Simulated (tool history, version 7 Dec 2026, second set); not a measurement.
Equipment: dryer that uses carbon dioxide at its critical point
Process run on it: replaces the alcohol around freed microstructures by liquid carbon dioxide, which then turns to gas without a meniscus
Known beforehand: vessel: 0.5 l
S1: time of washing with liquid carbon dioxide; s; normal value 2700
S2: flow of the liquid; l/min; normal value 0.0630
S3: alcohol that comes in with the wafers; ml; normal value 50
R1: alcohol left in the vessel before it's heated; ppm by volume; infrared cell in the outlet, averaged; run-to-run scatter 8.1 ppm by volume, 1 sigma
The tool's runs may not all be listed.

| run | hour | S1 | S2 | S3 | R1 |
|---|---|---|---|---|---|
| 1 | 0.0 | 2700 | 0.0630 | 50 | 480 |
| 2 | 8.4 | 2700 | 0.0630 | 50 | 471 |
| 3 | 14.3 | 2700 | 0.0630 | 50 | 481 |
| 4 | 18.7 | 2100 | 0.0630 | 50 | 1551 |
| 5 | 25.3 | 2100 | 0.0630 | 50 | 1553 |
| 6 | 33.1 | 2100 | 0.0630 | 50 | 1526 |
| 7 | 37.6 | 2100 | 0.0630 | 50 | 1547 |
| 8 | 44.4 | 2100 | 0.0630 | 50 | 1529 |
| 9 | 53.0 | 2100 | 0.0630 | 50 | 1523 |
| 10 | 57.7 | 2880 | 0.0630 | 50 | 348 |
| 11 | 64.1 | 2880 | 0.0795 | 50 | 115 |
| 12 | 72.5 | 2880 | 0.0795 | 50 | 116 |
| 13 | 77.2 | 2880 | 0.1026 | 50 | 59 |
| 14 | 86.8 | 2880 | 0.1026 | 50 | 56 |
| 15 | 92.5 | 4200 | 0.0630 | 50 | 69 |
| 16 | 99.4 | 4200 | 0.0630 | 50 | 76 |
| 17 | 106.1 | 2040 | 0.0630 | 50 | 1816 |
| 18 | 113.2 | 2040 | 0.0630 | 50 | 1778 |
| 19 | 120.8 | 2040 | 0.0630 | 50 | 1804 |
| 20 | 128.5 | 2040 | 0.0630 | 74 | 2688 |
| 21 | 134.3 | 2040 | 0.0630 | 74 | 2628 |
| 22 | 139.7 | 2700 | 0.0630 | 61 | 637 |
| 23 | 149.3 | 2700 | 0.0630 | 61 | 649 |
| 24 | 156.0 | 3480 | 0.0525 | 116 | 811 |
| 25 | 163.4 | 2580 | 0.0623 | 102 | 1425 |
| 26 | 169.1 | 1980 | 0.0464 | 44 | 4840 |
| 27 | 175.7 | 3420 | 0.0631 | 62 | 200 |
| 28 | 184.3 | 1980 | 0.0722 | 75 | 1806 |
| 29 | 190.9 | 2580 | 0.0397 | 50 | 3959 |
| 30 | 196.9 | 2580 | 0.0397 | 50 | 4028 |
| 31 | 205.3 | 1740 | 0.0487 | 39 | 5482 |
| 32 | 213.0 | 4080 | 0.0474 | 71 | 383 |
| 33 | 218.7 | 2700 | 0.0734 | 50 | 279 |
| 34 | 223.4 | 2220 | 0.1069 | 100 | 211 |
| 35 | 227.4 | 3540 | 0.0901 | 29 | 67 |
| 36 | 233.5 | 3540 | 0.0901 | 29 | 74 |
| 37 | 241.1 | 3540 | 0.0901 | 29 | 78 |
| 38 | 248.3 | 3540 | 0.0901 | 29 | 74 |
| 39 | 257.7 | 2400 | 0.0901 | 31 | 172 |
| 40 | 261.8 | 2400 | 0.0901 | 31 | 150 |
| 41 | 266.0 | 3180 | 0.0468 | 74 | 1490 |
| 42 | 273.7 | 2100 | 0.0832 | 74 | 760 |
| 43 | 281.7 | 2700 | 0.0447 | 30 | 1455 |
| 44 | 289.3 | 3300 | 0.0543 | 79 | 718 |
| 45 | 298.0 | 3540 | 0.0957 | 79 | 88 |
| 46 | 302.8 | 2640 | 0.0630 | 57 | 759 |

Each row is a separate what-if for the run after 46, all from the same tool condition, not one after another. Results?
| A | 311.4 | 1860 | 0.0566 | 114 | ? |
| B | 311.4 | 3540 | 0.0630 | 50 | ? |
| C | 311.4 | 2940 | 0.0476 | 48 | ? |
| D | 311.4 | 2700 | 0.0756 | 50 | ? |
| E | 311.4 | 4260 | 0.0630 | 57 | ? |

| run | R1 |
|---|---|
| A | 8950 |
| B | 191 |
| C | 1342 |
| D | 285 |
| E | 109 |
Without the tool's unlogged condition, the same runs would have read:
| run | R1 |
|---|---|
| A | 7666 |
| B | 83 |
| C | 1038 |
| D | 157 |
| E | 22 |
